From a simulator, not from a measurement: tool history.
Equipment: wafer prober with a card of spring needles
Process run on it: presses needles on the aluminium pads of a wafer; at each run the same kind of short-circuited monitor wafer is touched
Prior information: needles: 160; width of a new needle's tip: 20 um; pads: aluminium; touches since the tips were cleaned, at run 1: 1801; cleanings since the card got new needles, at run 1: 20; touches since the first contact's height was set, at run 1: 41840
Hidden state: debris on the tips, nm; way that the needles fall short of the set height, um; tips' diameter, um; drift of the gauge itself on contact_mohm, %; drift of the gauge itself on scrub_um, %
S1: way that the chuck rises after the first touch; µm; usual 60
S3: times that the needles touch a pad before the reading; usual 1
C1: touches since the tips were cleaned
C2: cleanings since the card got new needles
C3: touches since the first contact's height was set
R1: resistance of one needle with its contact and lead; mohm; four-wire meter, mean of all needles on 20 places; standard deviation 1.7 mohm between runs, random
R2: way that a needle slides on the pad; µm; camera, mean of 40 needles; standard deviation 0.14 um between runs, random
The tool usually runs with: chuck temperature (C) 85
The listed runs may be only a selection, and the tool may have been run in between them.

run 1 day=0.000 | S1=60 chuck_temperature_(C)=85 S3=1 | C1=1801 C2=20 C3=41840 | R1=309 R2=11.48
-- day=0.058 tips cleaned on abrasive film
-- day=0.288 tips cleaned on abrasive film
-- day=0.512 tips cleaned on abrasive film
-- day=0.742 tips cleaned on abrasive film
-- day=0.967 tips cleaned on abrasive film
-- day=1.196 tips cleaned on abrasive film
-- day=1.475 tips cleaned on abrasive film
run 2 day=1.625 | S1=42 chuck_temperature_(C)=85 S3=1 | C1=1301 C2=27 C3=55817 | R1=424 R2=7.72
-- day=1.742 tips cleaned on abrasive film
-- day=2.025 tips cleaned on abrasive film
-- day=2.308 tips cleaned on abrasive film
-- day=2.533 tips cleaned on abrasive film
-- day=2.817 tips cleaned on abrasive film
-- day=3.042 tips cleaned on abrasive film
-- day=3.271 tips cleaned on abrasive film
run 3 day=3.446 | S1=60 chuck_temperature_(C)=85 S3=1 | C1=1544 C2=34 C3=71499 | R1=315 R2=10.98
-- day=3.508 tips cleaned on abrasive film
-- day=3.788 tips cleaned on abrasive film
-- day=4.017 tips cleaned on abrasive film
-- day=4.242 tips cleaned on abrasive film
-- day=4.471 tips cleaned on abrasive film
-- day=4.696 tips cleaned on abrasive film
-- day=4.979 tips cleaned on abrasive film
run 4 day=5.050 | S1=60 chuck_temperature_(C)=85 S3=1 | C1=608 C2=41 C3=85274 | R1=253 R2=10.85
-- day=5.221 tips cleaned on abrasive film
-- day=5.446 tips cleaned on abrasive film
-- day=5.729 tips cleaned on abrasive film
-- day=6.012 tips cleaned on abrasive film
-- day=6.296 tips cleaned on abrasive film
run 5 day=6.488 | S1=60 chuck_temperature_(C)=85 S3=1 | C1=1701 C2=46 C3=97700 | R1=321 R2=10.76
-- day=6.550 tips cleaned on abrasive film
-- day=6.775 tips cleaned on abrasive film
-- day=7.004 tips cleaned on abrasive film
-- day=7.283 tips cleaned on abrasive film
-- day=7.567 tips cleaned on abrasive film
run 6 day=7.771 | S1=60 chuck_temperature_(C)=85 S3=1 | C1=1767 C2=51 C3=108729 | R1=347 R2=10.74
-- day=7.829 tips cleaned on abrasive film
-- day=8.054 tips cleaned on abrasive film
-- day=8.283 tips cleaned on abrasive film
-- day=8.508 tips cleaned on abrasive film
-- day=8.738 tips cleaned on abrasive film
-- day=8.962 tips cleaned on abrasive film
-- day=9.246 tips cleaned on abrasive film
-- day=9.475 tips cleaned on abrasive film
run 7 day=9.654 | S1=60 chuck_temperature_(C)=85 S3=1 | C1=1598 C2=59 C3=124952 | R1=333 R2=10.53
-- day=9.717 tips cleaned on abrasive film
-- day=9.942 tips cleaned on abrasive film
-- day=10.171 tips cleaned on abrasive film
-- day=10.396 tips cleaned on abrasive film
-- day=10.625 tips cleaned on abrasive film
-- day=10.850 tips cleaned on abrasive film
-- day=11.075 tips cleaned on abrasive film
run 8 day=11.267 | S1=53 chuck_temperature_(C)=85 S3=1 | C1=1671 C2=66 C3=138810 | R1=410 R2=9.15
-- day=11.329 tips cleaned on abrasive film
-- day=11.554 tips cleaned on abrasive film
-- day=11.838 tips cleaned on abrasive film
-- day=12.062 tips cleaned on abrasive film
-- day=12.346 tips cleaned on abrasive film
run 9 day=12.533 | S1=53 chuck_temperature_(C)=85 S3=1 | C1=1629 C2=71 C3=149702 | R1=403 R2=8.99
-- day=12.592 tips cleaned on abrasive film
-- day=12.821 tips cleaned on abrasive film
-- day=13.046 tips cleaned on abrasive film
-- day=13.275 tips cleaned on abrasive film
-- day=13.500 tips cleaned on abrasive film
-- day=13.729 tips cleaned on abrasive film
-- day=13.954 tips cleaned on abrasive film
-- day=14.238 tips cleaned on abrasive film
run 10 day=14.329 | S1=53 chuck_temperature_(C)=85 S3=1 | C1=819 C2=79 C3=165147 | R1=324 R2=8.92
-- day=14.500 tips cleaned on abrasive film
-- day=14.729 tips cleaned on abrasive film
-- day=14.954 tips cleaned on abrasive film
-- day=15.183 tips cleaned on abrasive film
-- day=15.408 tips cleaned on abrasive film
-- day=15.692 tips cleaned on abrasive film
-- day=15.917 tips cleaned on abrasive film
-- day=16.146 tips cleaned on abrasive film
run 11 day=16.188 | S1=49 chuck_temperature_(C)=85 S3=1 | C1=355 C2=87 C3=181103 | R1=301 R2=7.97
-- day=16.412 tips cleaned on abrasive film
-- day=16.642 tips cleaned on abrasive film
-- day=16.867 tips cleaned on abrasive film
-- day=16.933 height of the first contact set anew
-- day=17.104 tips cleaned on abrasive film
-- day=17.333 tips cleaned on abrasive film
run 12 day=17.417 | S1=41 chuck_temperature_(C)=85 S3=1 | C1=745 C2=92 C3=4158 | R1=374 R2=7.91
-- day=17.588 tips cleaned on abrasive film
-- day=17.817 tips cleaned on abrasive film
-- day=18.042 tips cleaned on abrasive film
-- day=18.271 tips cleaned on abrasive film
-- day=18.554 tips cleaned on abrasive film
-- day=18.779 tips cleaned on abrasive film
run 13 day=18.817 | S1=41 chuck_temperature_(C)=85 S3=1 | C1=339 C2=98 C3=16197 | R1=291 R2=7.64
-- day=19.046 tips cleaned on abrasive film
-- day=19.271 tips cleaned on abrasive film
-- day=19.500 tips cleaned on abrasive film
-- day=19.725 tips cleaned on abrasive film
-- day=19.954 tips cleaned on abrasive film
-- day=20.179 tips cleaned on abrasive film
-- day=20.462 tips cleaned on abrasive film
-- day=20.688 tips cleaned on abrasive film
run 14 day=20.742 | S1=40 chuck_temperature_(C)=51 S3=2 | C1=449 C2=106 C3=32734 | R1=259 R2=7.28
-- day=20.967 tips cleaned on abrasive film
-- day=21.250 tips cleaned on abrasive film
-- day=21.475 tips cleaned on abrasive film
-- day=21.704 tips cleaned on abrasive film
-- day=21.929 tips cleaned on abrasive film
-- day=22.158 tips cleaned on abrasive film
run 15 day=22.192 | S1=58 chuck_temperature_(C)=69 S3=2 | C1=310 C2=112 C3=45232 | R1=205 R2=10.80
-- day=22.421 tips cleaned on abrasive film
-- day=22.646 tips cleaned on abrasive film
-- day=22.875 tips cleaned on abrasive film
-- day=23.100 tips cleaned on abrasive film
-- day=23.371 tips cleaned on abrasive film
run 16 day=23.371 | S1=41 chuck_temperature_(C)=60 S3=1 | C1=0 C2=117 C3=55360 | R1=237 R2=7.61
-- day=23.654 tips cleaned on abrasive film
-- day=23.879 tips cleaned on abrasive film
-- day=24.108 tips cleaned on abrasive film
-- day=24.333 tips cleaned on abrasive film
-- day=24.562 tips cleaned on abrasive film
run 17 day=24.746 | S1=60 chuck_temperature_(C)=85 S3=2 | C1=1604 C2=122 C3=67201 | R1=272 R2=11.08
-- day=24.804 tips cleaned on abrasive film
-- day=25.029 tips cleaned on abrasive film
-- day=25.258 tips cleaned on abrasive film
-- day=25.483 tips cleaned on abrasive film
-- day=25.767 tips cleaned on abrasive film
-- day=25.996 tips cleaned on abrasive film
-- day=26.275 tips cleaned on abrasive film
-- day=26.504 tips cleaned on abrasive film
run 18 day=26.700 | S1=47 chuck_temperature_(C)=26 S3=2 | C1=1737 C2=130 C3=84049 | R1=391 R2=8.52
-- day=26.762 tips cleaned on abrasive film
-- day=26.988 tips cleaned on abrasive film
-- day=27.271 tips cleaned on abrasive film
-- day=27.500 tips cleaned on abrasive film
-- day=27.725 tips cleaned on abrasive film
-- day=27.950 tips cleaned on abrasive film
run 19 day=28.008 | S1=52 chuck_temperature_(C)=88 S3=2 | C1=479 C2=136 C3=95252 | R1=248 R2=9.24
-- day=28.233 tips cleaned on abrasive film
-- day=28.517 tips cleaned on abrasive film
-- day=28.800 tips cleaned on abrasive film
-- day=29.025 tips cleaned on abrasive film
-- day=29.254 tips cleaned on abrasive film
-- day=29.533 tips cleaned on abrasive film
run 20 day=29.600 | S1=52 chuck_temperature_(C)=88 S3=2 | C1=569 C2=142 C3=108983 | R1=259 R2=9.28
-- day=29.771 tips cleaned on abrasive film
-- day=30.000 tips cleaned on abrasive film
-- day=30.279 tips cleaned on abrasive film
-- day=30.508 tips cleaned on abrasive film
-- day=30.733 tips cleaned on abrasive film
-- day=30.962 tips cleaned on abrasive film
-- day=31.188 tips cleaned on abrasive film
run 21 day=31.242 | S1=52 chuck_temperature_(C)=88 S3=2 | C1=472 C2=149 C3=123110 | R1=239 R2=8.94
-- day=31.471 tips cleaned on abrasive film
-- day=31.754 tips cleaned on abrasive film
-- day=31.979 tips cleaned on abrasive film
-- day=32.204 tips cleaned on abrasive film
-- day=32.433 tips cleaned on abrasive film
-- day=32.658 tips cleaned on abrasive film
run 22 day=32.721 | S1=52 chuck_temperature_(C)=88 S3=2 | C1=521 C2=155 C3=135819 | R1=272 R2=8.77

Pick out some run-to-run changes in R1. Of each, how much would a tool without hidden state show as well, from the settings, what came in and chance, and how much is left for the hidden state and any gauge scatter not in both results compared?
Run 17 -> 18: S1 60 -> 47, chuck temperature (C) 85 -> 26, tips cleaned on abrasive film, tips cleaned on abrasive film, tips cleaned on abrasive film, tips cleaned on abrasive film, tips cleaned on abrasive film, tips cleaned on abrasive film, tips cleaned on abrasive film, tips cleaned on abrasive film. R1 +119 mohm: hidden state +123, all else -4.
Run 18 -> 19: S1 47 -> 52, chuck temperature (C) 26 -> 88, tips cleaned on abrasive film, tips cleaned on abrasive film, tips cleaned on abrasive film, tips cleaned on abrasive film, tips cleaned on abrasive film, tips cleaned on abrasive film. R1 -143 mohm: hidden state -151, all else +8.
